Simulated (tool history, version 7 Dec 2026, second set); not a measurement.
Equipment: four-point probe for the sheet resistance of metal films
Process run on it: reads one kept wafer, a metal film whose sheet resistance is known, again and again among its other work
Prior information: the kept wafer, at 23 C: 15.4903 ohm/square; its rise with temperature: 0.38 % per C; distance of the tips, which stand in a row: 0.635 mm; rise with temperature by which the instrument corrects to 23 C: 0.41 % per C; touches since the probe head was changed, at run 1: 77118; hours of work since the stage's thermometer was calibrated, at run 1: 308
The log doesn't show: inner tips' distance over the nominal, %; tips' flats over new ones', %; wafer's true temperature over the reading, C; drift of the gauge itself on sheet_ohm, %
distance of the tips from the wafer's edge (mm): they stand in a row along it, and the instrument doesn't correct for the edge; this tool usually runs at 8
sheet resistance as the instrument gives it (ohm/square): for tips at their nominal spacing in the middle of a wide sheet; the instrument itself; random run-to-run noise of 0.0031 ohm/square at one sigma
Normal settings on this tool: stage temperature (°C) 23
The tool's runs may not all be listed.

run	hour	stage temperature (°C)	distance of the tips from the wafer's edge (mm)	touches since the probe head was changed	hours of work since the stage's thermometer was calibrated	sheet resistance as the instrument gives it (ohm/square)
1	0	23	8	77118	308	15.506001
2	50.5	23	8	78698	338	15.50162
3	82.7	23	8	79704	357	15.501714
4	144.9	23	8	81651	394	15.497172
5	178.4	26	8	82698	414	15.480155
6	229.5	26	8	84296	444	15.479465
7	265.7	29	8	85427	466	15.461024
8	321.1	33	8	87159	499	15.445922
9	376.1	33	8	88877	532	15.444638
# hour 381.2: stage's thermometer calibrated
10	423.3	33	8	90340	25	15.43598
11	455.7	33	8	91353	44	15.443628
# hour 478.8: new probe head fitted
12	515.3	21	6	1141	79	15.567385
13	565.3	33	32	2704	109	15.423231
14	624.4	33	32	4553	145	15.423802
15	695.5	33	32	6775	187	15.42042
16	744.7	33	32	8316	216	15.416936

Some steps in sheet resistance as the instrument gives it (ohm/square), run to run, broken into two amounts with sign: the step expected even without the hidden condition (settings, incoming material, random variation), and the rest, left for the hidden condition together with whatever gauge scatter is not in both the measured and the hidden-condition-free result:
Run 11 -> 12: stage temperature (°C) 33 -> 21, distance of the tips from the wafer's edge (mm) 8 -> 6, new probe head fitted. sheet resistance as the instrument gives it (ohm/square) +0.123757: hidden state +0.031949, all else +0.091808.
Run 12 -> 13: stage temperature (°C) 21 -> 33, distance of the tips from the wafer's edge (mm) 6 -> 32. sheet resistance as the instrument gives it (ohm/square) -0.144154: hidden state -0.001764, all else -0.14239.
